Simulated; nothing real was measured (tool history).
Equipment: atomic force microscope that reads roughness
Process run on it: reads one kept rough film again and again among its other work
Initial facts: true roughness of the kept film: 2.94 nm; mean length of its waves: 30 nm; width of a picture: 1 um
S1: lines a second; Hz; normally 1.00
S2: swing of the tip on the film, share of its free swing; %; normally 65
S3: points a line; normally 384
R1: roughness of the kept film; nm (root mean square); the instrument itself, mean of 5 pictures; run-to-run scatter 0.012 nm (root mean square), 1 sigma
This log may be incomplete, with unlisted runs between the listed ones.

{"run": 1, "day": 0.0, "S1": 1.0, "S2": 65, "S3": 384, "R1": 2.553}
{"run": 2, "day": 1.808, "S1": 1.0, "S2": 65, "S3": 384, "R1": 2.544}
{"run": 3, "day": 3.721, "S1": 1.0, "S2": 86, "S3": 384, "R1": 2.428}
{"run": 4, "day": 6.583, "S1": 1.0, "S2": 65, "S3": 384, "R1": 2.461}
{"run": 5, "day": 8.908, "S1": 1.0, "S2": 65, "S3": 328, "R1": 2.66}
{"run": 6, "day": 11.658, "S1": 1.0, "S2": 65, "S3": 273, "R1": 2.574}
{"run": 7, "day": 13.375, "S1": 1.0, "S2": 65, "S3": 273, "R1": 2.556}
{"run": 8, "day": 16.004, "S1": 0.67, "S2": 65, "S3": 747, "R1": 2.569}
{"run": 9, "day": 18.221, "S1": 1.78, "S2": 78, "S3": 920, "R1": 2.408}
{"run": 10, "day": 19.625, "S1": 0.87, "S2": 59, "S3": 567, "R1": 2.497}
{"run": 11, "day": 21.929, "S1": 3.98, "S2": 87, "S3": 682, "R1": 2.089}
{"run": 12, "day": 24.183, "S1": 3.98, "S2": 87, "S3": 682, "R1": 2.059}
{"run": 13, "day": 26.392, "S1": 3.98, "S2": 87, "S3": 682, "R1": 2.241}
{"run": 14, "day": 28.958, "S1": 1.0, "S2": 69, "S3": 467, "R1": 2.609}

Not shown here: 4 entries made in the log between runs. Locate each between two listed runs and compare the hidden state at the listed run before it with the hidden state at the listed run after it:
Run 4 -> run 5: new tip fitted (day 7.746)
  radius of the tip, nm: 12.2 -> 5.9; height scale over the true one, %: -0.58 -> -0.6
  the result without the hidden state subtracted from the measured one, R1: -0.230 -> -0.047 nm (root mean square)
Run 6 -> run 7: height scale calibrated on a step standard (day 11.921)
  radius of the tip, nm: 7.3 -> 8.2; height scale over the true one, %: -0.63 -> -0.95
  the result without the hidden state subtracted from the measured one, R1: -0.088 -> -0.124 nm (root mean square)
Run 12 -> run 13: new tip fitted (day 24.704)
  radius of the tip, nm: 13.1 -> 6.1; height scale over the true one, %: -1.06 -> -1.08
  the result without the hidden state subtracted from the measured one, R1: -0.225 -> -0.054 nm (root mean square)
Run 13 -> run 14: height scale calibrated on a step standard, once more (day 27.162)
  radius of the tip, nm: 6.1 -> 7.3; height scale over the true one, %: -1.08 -> 0.08
  the result without the hidden state subtracted from the measured one, R1: -0.054 -> -0.070 nm (root mean square)
